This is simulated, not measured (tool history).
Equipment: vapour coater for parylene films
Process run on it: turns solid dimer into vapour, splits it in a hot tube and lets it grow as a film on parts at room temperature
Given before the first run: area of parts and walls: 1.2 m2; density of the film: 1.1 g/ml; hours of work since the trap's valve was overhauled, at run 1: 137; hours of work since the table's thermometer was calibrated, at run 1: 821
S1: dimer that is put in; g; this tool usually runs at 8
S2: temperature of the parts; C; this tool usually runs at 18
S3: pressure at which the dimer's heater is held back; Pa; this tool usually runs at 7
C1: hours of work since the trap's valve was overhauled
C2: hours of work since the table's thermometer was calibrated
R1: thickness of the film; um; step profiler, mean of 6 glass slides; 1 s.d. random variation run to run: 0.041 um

run 1 hour=0 | S1=8 S2=18 S3=7 | C1=137 C2=821 | R1=3.93
run 2 hour=52.1 | S1=8 S2=18 S3=7 | C1=172 C2=856 | R1=3.8
run 3 hour=91.5 | S1=8 S2=18 S3=7 | C1=198 C2=883 | R1=3.82
-- hour=131.8 table's thermometer calibrated
run 4 hour=136.5 | S1=8 S2=18 S3=7 | C1=228 C2=3 | R1=3.61
run 5 hour=198.7 | S1=3 S2=18 S3=7 | C1=269 C2=45 | R1=1.33
-- hour=246.2 trap's valve overhauled
run 6 hour=259.3 | S1=8 S2=18 S3=7 | C1=9 C2=83 | R1=4.05
run 7 hour=303.4 | S1=8 S2=18 S3=7 | C1=38 C2=112 | R1=3.98
run 8 hour=342.4 | S1=8 S2=24 S3=7 | C1=65 C2=139 | R1=2.99
run 9 hour=399.3 | S1=8 S2=27 S3=7 | C1=103 C2=177 | R1=2.59
run 10 hour=444.3 | S1=8 S2=27 S3=7 | C1=133 C2=207 | R1=2.54
-- hour=468.1 table's thermometer calibrated, once more
run 11 hour=508.4 | S1=8 S2=18 S3=7 | C1=175 C2=27 | R1=4.02
run 12 hour=548.1 | S1=8 S2=18 S3=7 | C1=202 C2=54 | R1=3.94
run 13 hour=582 | S1=8 S2=18 S3=7 | C1=225 C2=76 | R1=3.96
run 14 hour=641.1 | S1=8 S2=18 S3=7 | C1=265 C2=116 | R1=3.87
run 15 hour=691.1 | S1=8 S2=18 S3=7 | C1=298 C2=150 | R1=3.73
-- hour=700.3 trap's valve overhauled
run 16 hour=752.7 | S1=8 S2=18 S3=7 | C1=35 C2=188 | R1=4.25
run 17 hour=810 | S1=8 S2=18 S3=7 | C1=74 C2=227 | R1=4.17
run 18 hour=872.7 | S1=8 S2=18 S3=7 | C1=116 C2=269 | R1=4.07
run 19 hour=909.2 | S1=8 S2=18 S3=7 | C1=140 C2=293 | R1=4.06
run 20 hour=939.5 | S1=8 S2=18 S3=7 | C1=161 C2=314 | R1=4.04
run 21 hour=967.9 | S1=8 S2=18 S3=2.41 | C1=180 C2=333 | R1=4.85
run 22 hour=995.7 | S1=8 S2=18 S3=2.37 | C1=198 C2=352 | R1=4.94
run 23 hour=1058 | S1=8 S2=18 S3=2.37 | C1=240 C2=393 | R1=4.71
run 24 hour=1095.3 | S1=8 S2=18 S3=5.44 | C1=265 C2=418 | R1=3.95
-- hour=1150.7 trap's valve overhauled
run 25 hour=1157.5 | S1=8 S2=18 S3=11.1 | C1=5 C2=458 | R1=3.88
run 26 hour=1202.7 | S1=12 S2=22 S3=10.44 | C1=35 C2=488 | R1=4.8
run 27 hour=1229.4 | S1=7 S2=18 S3=4.75 | C1=53 C2=506 | R1=3.93
run 28 hour=1275.6 | S1=12 S2=19 S3=10.69 | C1=84 C2=537 | R1=5.34
run 29 hour=1318.9 | S1=12 S2=19 S3=10.69 | C1=113 C2=566 | R1=5.38
run 30 hour=1360.4 | S1=9 S2=18 S3=7 | C1=141 C2=594 | R1=4.45
run 31 hour=1391.6 | S1=9 S2=22 S3=7 | C1=162 C2=615 | R1=3.71
run 32 hour=1421.2 | S1=6 S2=28 S3=8.47 | C1=182 C2=635 | R1=1.75
run 33 hour=1448.8 | S1=3 S2=29 S3=8.9 | C1=200 C2=653 | R1=0.82
run 34 hour=1488.7 | S1=7 S2=21 S3=8.9 | C1=227 C2=680 | R1=2.78
run 35 hour=1529.4 | S1=3 S2=18 S3=2.15 | C1=254 C2=707 | R1=1.76
run 36 hour=1583.4 | S1=8 S2=18 S3=2.34 | C1=291 C2=743 | R1=4.48
-- hour=1602.1 trap's valve overhauled
run 37 hour=1647.2 | S1=12 S2=30 S3=7 | C1=30 C2=784 | R1=3.54
run 38 hour=1675 | S1=8 S2=11 S3=9.6 | C1=49 C2=802 | R1=5.25
run 39 hour=1709.6 | S1=8 S2=11 S3=9.6 | C1=72 C2=826 | R1=5.21
run 40 hour=1761.1 | S1=8 S2=14 S3=4.12 | C1=107 C2=860 | R1=5.26
run 41 hour=1815.1 | S1=4 S2=18 S3=7 | C1=143 C2=896 | R1=1.92
-- hour=1836.6 table's thermometer calibrated
run 42 hour=1873.6 | S1=8 S2=18 S3=2.86 | C1=182 C2=25 | R1=4.81
run 43 hour=1921.5 | S1=13 S2=19 S3=6.98 | C1=214 C2=57 | R1=6.09
run 44 hour=1968.5 | S1=13 S2=19 S3=6.98 | C1=245 C2=89 | R1=6.02
run 45 hour=2007.9 | S1=13 S2=19 S3=5.43 | C1=272 C2=115 | R1=6.24
run 46 hour=2035.9 | S1=13 S2=19 S3=5.43 | C1=291 C2=134 | R1=6.19
-- hour=2055.2 trap's valve overhauled
run 47 hour=2098.8 | S1=12 S2=18 S3=7 | C1=29 C2=173 | R1=6.42

Each row is a separate what-if for the run after 47, all from the same tool condition, not one after another. Results?
run A hour=2132.7 | S1=4 S2=20 S3=5.46 | C1=52 C2=196 | R1=?
run B hour=2132.7 | S1=4 S2=11 S3=2.04 | C1=52 C2=196 | R1=?
run C hour=2132.7 | S1=14 S2=18 S3=3.59 | C1=52 C2=196 | R1=?
run D hour=2132.7 | S1=5 S2=13 S3=8.12 | C1=52 C2=196 | R1=?

run=A R1=2.03
run=B R1=2.95
run=C R1=8.53
run=D R1=3.2
With no hidden state in the tool, these same runs would have given:
run=A R1=2.11
run=B R1=3.04
run=C R1=8.86
run=D R1=3.32
